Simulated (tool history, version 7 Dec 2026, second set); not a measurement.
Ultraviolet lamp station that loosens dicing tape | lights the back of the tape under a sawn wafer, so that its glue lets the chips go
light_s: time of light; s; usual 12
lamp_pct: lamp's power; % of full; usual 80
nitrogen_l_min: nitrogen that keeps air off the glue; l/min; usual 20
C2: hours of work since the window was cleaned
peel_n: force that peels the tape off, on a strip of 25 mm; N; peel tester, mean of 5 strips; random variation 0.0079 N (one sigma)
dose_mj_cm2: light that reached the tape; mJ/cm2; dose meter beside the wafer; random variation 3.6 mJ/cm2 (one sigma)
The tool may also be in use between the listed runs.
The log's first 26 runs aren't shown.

Run 27, hour 1290: usual settings but light_s 24 s, lamp_pct 86 % of full, nitrogen_l_min 10 l/min; hours of work of the lamp 522; C2 480. Result: peel_n 0.242 N, dose_mj_cm2 778 mJ/cm2.
At hour 1347.2: window cleaned of glue's vapour.
Run 28, hour 1347.2: usual settings but light_s 20 s, lamp_pct 76 % of full, nitrogen_l_min 35 l/min; hours of work of the lamp 566; C2 0. Result: peel_n 0.201 N, dose_mj_cm2 623 mJ/cm2.
Run 29, hour 1378.7: usual settings but light_s 20 s, lamp_pct 76 % of full, nitrogen_l_min 35 l/min; hours of work of the lamp 591; C2 25. Result: peel_n 0.221 N, dose_mj_cm2 616 mJ/cm2.
At hour 1426.3: lamp changed.
Run 30, hour 1433.7: usual settings but light_s 6 s, nitrogen_l_min 33 l/min; hours of work of the lamp 6; C2 67. Result: peel_n 1.04 N, dose_mj_cm2 295 mJ/cm2.
Run 31, hour 1499: usual settings but light_s 13 s, lamp_pct 93 % of full; hours of work of the lamp 57; C2 118. Result: peel_n 0.201 N, dose_mj_cm2 698 mJ/cm2.
Run 32, hour 1568: usual settings but light_s 17 s, lamp_pct 93 % of full; hours of work of the lamp 111; C2 172. Result: peel_n 0.118 N, dose_mj_cm2 881 mJ/cm2.
Run 33, hour 1604: usual settings but light_s 8 s, lamp_pct 83 % of full, nitrogen_l_min 17 l/min; hours of work of the lamp 139; C2 200. Result: peel_n 0.969 N, dose_mj_cm2 357 mJ/cm2.
Run 34, hour 1666: usual settings but light_s 13 s, lamp_pct 81 % of full, nitrogen_l_min 11 l/min; hours of work of the lamp 187; C2 248. Result: peel_n 0.527 N, dose_mj_cm2 544 mJ/cm2.
Run 35, hour 1699.5: usual settings but light_s 13 s, lamp_pct 73 % of full, nitrogen_l_min 8 l/min; hours of work of the lamp 213; C2 274. Result: peel_n 0.778 N, dose_mj_cm2 482 mJ/cm2.
Run 36, hour 1762.5: usual settings but light_s 14 s, lamp_pct 91 % of full, nitrogen_l_min 12 l/min; hours of work of the lamp 262; C2 323. Result: peel_n 0.36 N, dose_mj_cm2 616 mJ/cm2.
Run 37, hour 1822.8: usual settings but light_s 14 s, lamp_pct 69 % of full, nitrogen_l_min 7 l/min; hours of work of the lamp 309; C2 370. Result: peel_n 0.963 N, dose_mj_cm2 455 mJ/cm2.

The next listed run, before its measurement:
Run 38, hour 1854.8: usual settings but light_s 22 s, lamp_pct 69 % of full, nitrogen_l_min 10 l/min; hours of work of the lamp 334; C2 395. Result: peel_n ?, dose_mj_cm2 ?.

Run 38 gave peel_n 0.324 N, dose_mj_cm2 689 mJ/cm2.
Without the tool's hidden state the same run would have given peel_n 0.152 N, dose_mj_cm2 939 mJ/cm2.
